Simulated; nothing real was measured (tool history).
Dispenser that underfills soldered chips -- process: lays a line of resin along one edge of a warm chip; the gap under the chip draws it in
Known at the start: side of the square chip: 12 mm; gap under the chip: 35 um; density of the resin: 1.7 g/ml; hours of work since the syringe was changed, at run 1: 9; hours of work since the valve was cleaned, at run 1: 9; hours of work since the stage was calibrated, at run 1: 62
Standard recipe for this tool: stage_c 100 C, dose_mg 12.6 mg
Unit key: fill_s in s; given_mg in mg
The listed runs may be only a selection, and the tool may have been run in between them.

run,hour,stage_c,dose_mg,hours of work since the syringe was changed,hours of work since the valve was cleaned,hours of work since the stage was calibrated,fill_s,given_mg
1,0,100,12.6,9,9,62,266.7,12.51
# hour 3.1: new syringe of resin
2,13,99,12.6,7,17,71,235.2,12.59
# hour 18.8: new syringe of resin
3,25.4,99,12.6,5,26,79,192.3,12.55
# hour 34.4: new syringe of resin
4,37.2,100,12.2,2,34,87,153.5,12.14
5,48.1,100,12.2,9,41,95,280.3,11.89
# hour 50.2: new syringe of resin
6,60.4,100,12.2,7,49,103,228.1,12.13
# hour 65.7: new syringe of resin
7,71.1,95,13.9,4,57,110,207,13.84
8,79.9,95,13.9,10,63,116,334.7,13.6
# hour 81.2: new syringe of resin
9,87.1,91,13.5,4,67,121,251.4,13.23
# hour 97.1: new syringe of resin
10,100.1,91,13.5,2,76,130,210.5,13.26

Predict the results of run 11:
11,110.4,111,13.6,9,83,137,?,?

Run 11 measured fill_s 187 s, given_mg 13.33 mg.
Take away the tool's hidden state, keep the run-to-run variation as it was, and the same run would have given fill_s 86.7 s, given_mg 13.66 mg.
